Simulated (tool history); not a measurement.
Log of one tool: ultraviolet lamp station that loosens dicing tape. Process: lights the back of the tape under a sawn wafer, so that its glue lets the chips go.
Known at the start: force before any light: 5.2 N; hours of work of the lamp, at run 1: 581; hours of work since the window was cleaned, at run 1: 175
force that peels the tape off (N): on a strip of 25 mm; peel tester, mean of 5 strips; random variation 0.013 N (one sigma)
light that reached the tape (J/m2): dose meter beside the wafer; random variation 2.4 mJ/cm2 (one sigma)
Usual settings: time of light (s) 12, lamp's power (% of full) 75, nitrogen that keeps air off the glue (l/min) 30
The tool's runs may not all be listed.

| run | hour | time of light (s) | lamp's power (% of full) | nitrogen that keeps air off the glue (l/min) | hours of work of the lamp | hours of work since the window was cleaned | force that peels the tape off (N) | light that reached the tape (J/m2) |
|---|---|---|---|---|---|---|---|---|
| 1 | 0.0 | 12 | 75 | 30 | 581 | 175 | 0.865 | 2090 |
| 2 | 29.5 | 12 | 75 | 30 | 600 | 194 | 0.841 | 2040 |
| 3 | 48.6 | 17 | 75 | 30 | 612 | 206 | 0.476 | 2830 |
| 4 | 67.4 | 17 | 75 | 30 | 624 | 218 | 0.491 | 2830 |
| 5 | 90.6 | 17 | 75 | 12 | 639 | 232 | 0.857 | 2820 |
| 6 | 113.5 | 17 | 75 | 11 | 653 | 247 | 0.885 | 2770 |
| 7 | 140.9 | 17 | 75 | 11 | 670 | 264 | 0.930 | 2770 |
| 8 | 164.9 | 17 | 75 | 11 | 685 | 279 | 0.940 | 2750 |
|  | 167.8 | window cleaned of glue's vapour |
| 9 | 184.4 | 17 | 75 | 11 | 697 | 10 | 1.067 | 2550 |
| 10 | 213.1 | 7 | 85 | 18 | 716 | 29 | 2.191 | 1170 |
|  | 219.5 | window cleaned of glue's vapour, once more |
| 11 | 243.2 | 24 | 69 | 10 | 734 | 15 | 0.576 | 3830 |
| 12 | 263.3 | 24 | 69 | 10 | 747 | 28 | 0.563 | 3790 |
| 13 | 284.0 | 14 | 96 | 10 | 760 | 41 | 0.849 | 3080 |
| 14 | 306.8 | 14 | 96 | 10 | 774 | 55 | 0.841 | 3060 |
| 15 | 330.1 | 9 | 89 | 16 | 789 | 70 | 1.380 | 1800 |
| 16 | 345.7 | 19 | 66 | 48 | 799 | 80 | 0.411 | 2780 |

Forecast each of these 5 alternatives for the next run:
| A | 374.3 | 14 | 75 | 30 | 817 | 98 | ? | ? |
| B | 374.3 | 12 | 78 | 50 | 817 | 98 | ? | ? |
| C | 374.3 | 24 | 63 | 28 | 817 | 98 | ? | ? |
| D | 374.3 | 19 | 66 | 35 | 817 | 98 | ? | ? |
| E | 374.3 | 13 | 66 | 48 | 817 | 98 | ? | ? |

| run | force that peels the tape off (N) | light that reached the tape (J/m2) |
|---|---|---|
| A | 0.730 | 2260 |
| B | 0.671 | 2090 |
| C | 0.376 | 3310 |
| D | 0.484 | 2760 |
| E | 0.798 | 1860 |
Without the tool's hidden state the same runs would have given:
| run | force that peels the tape off (N) | light that reached the tape (J/m2) |
|---|---|---|
| A | 0.474 | 2890 |
| B | 0.436 | 2660 |
| C | 0.253 | 4220 |
| D | 0.314 | 3520 |
| E | 0.527 | 2370 |
